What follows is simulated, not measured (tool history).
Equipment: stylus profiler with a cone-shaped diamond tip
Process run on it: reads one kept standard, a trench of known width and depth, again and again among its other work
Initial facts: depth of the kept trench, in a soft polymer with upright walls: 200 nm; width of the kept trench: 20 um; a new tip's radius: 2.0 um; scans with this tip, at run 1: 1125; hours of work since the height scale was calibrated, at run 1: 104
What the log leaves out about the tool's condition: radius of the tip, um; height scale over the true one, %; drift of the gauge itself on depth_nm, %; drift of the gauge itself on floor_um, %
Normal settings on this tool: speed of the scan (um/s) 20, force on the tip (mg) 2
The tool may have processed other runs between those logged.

| run | hour | speed of the scan (um/s) | force on the tip (mg) | scans with this tip | hours of work since the height scale was calibrated | depth of the trench (nm) | width of the trench's floor (um) |
|---|---|---|---|---|---|---|---|
| 1 | 0 | 20 | 2 | 1125 | 104 | 201 | 18.19 |
| 2 | 11 | 20 | 2 | 1196 | 110 | 201.05 | 18.2 |
| 3 | 21 | 20 | 2 | 1260 | 116 | 200.92 | 18.18 |
| 4 | 32.2 | 20 | 2 | 1332 | 123 | 200.88 | 18.25 |
| 5 | 39.2 | 19 | 2 | 1377 | 127 | 200.99 | 18.18 |
| 6 | 54.9 | 19 | 2 | 1478 | 136 | 201.02 | 18.21 |
| 7 | 62.9 | 11 | 2 | 1530 | 141 | 200.99 | 18.27 |
| 8 | 69.7 | 11 | 1 | 1574 | 145 | 200.55 | 18.21 |
| 9 | 79 | 20 | 2 | 1634 | 151 | 201 | 18.17 |
| 10 | 88.9 | 20 | 2 | 1697 | 157 | 201.03 | 18.18 |
| 11 | 97.2 | 12 | 1.16 | 1751 | 162 | 200.53 | 18.23 |
| 12 | 111.4 | 5 | 3.52 | 1842 | 170 | 201.44 | 18.25 |

What will run 13 give?
| 13 | 123 | 19 | 2 | 1917 | 177 | ? | ? |

{"run 13": {"depth of the trench (nm)": 200.92, "width of the trench's floor (um)": 18.19}}
Minus the tool's unlogged condition, the same run would have read depth of the trench (nm) 201.16, width of the trench's floor (um) 18.23.
